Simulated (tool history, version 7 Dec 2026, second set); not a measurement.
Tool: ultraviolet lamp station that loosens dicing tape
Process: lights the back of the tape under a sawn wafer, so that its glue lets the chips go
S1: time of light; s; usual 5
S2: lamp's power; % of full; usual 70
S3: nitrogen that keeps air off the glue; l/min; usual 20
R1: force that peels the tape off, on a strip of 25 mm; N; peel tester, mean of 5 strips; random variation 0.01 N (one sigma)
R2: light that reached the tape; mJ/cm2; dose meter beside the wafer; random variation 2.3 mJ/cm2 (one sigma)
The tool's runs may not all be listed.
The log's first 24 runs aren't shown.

run	hour	S1	S2	S3	R1	R2
25	257.6	5	70	12	0.554	232
26	265	5	70	10	0.643	237
27	273.8	4	63	20	0.933	169
28	283.7	3	95	20	0.727	192
29	289.5	3	95	20	0.681	189
30	300.5	5	62	8	0.868	209
31	309.3	3	61	20	1.615	128
32	318.1	5	62	23	0.56	210
33	330.9	7	62	15	0.336	294
34	344.1	5	76	20	0.382	258
35	351.3	7	76	24	0.237	356
36	360.3	3	61	8	2.165	123
37	374.1	3	67	8	1.915	135
38	385	3	67	8	1.886	134
39	394.7	3	67	8	1.914	137
# hour 398.3: window cleaned of glue's vapour
40	407	3	89	8	1.158	181
41	416	3	89	8	1.141	180
42	425.9	4	70	39	0.593	189
43	438.4	4	70	39	0.611	192
44	449.5	4	70	39	0.588	193

3 ways to go on from here, each from the tool as it stands after run 44. What would each give?
A	463.7	3	70	9	?	?
B	463.7	10	70	13	?	?
C	463.7	2	77	10	?	?

run	R1	R2
A	1.668	145
B	0.208	471
C	2.532	103
Without the tool's hidden state the same runs would have given:
run	R1	R2
A	1.663	145
B	0.208	472
C	2.526	104
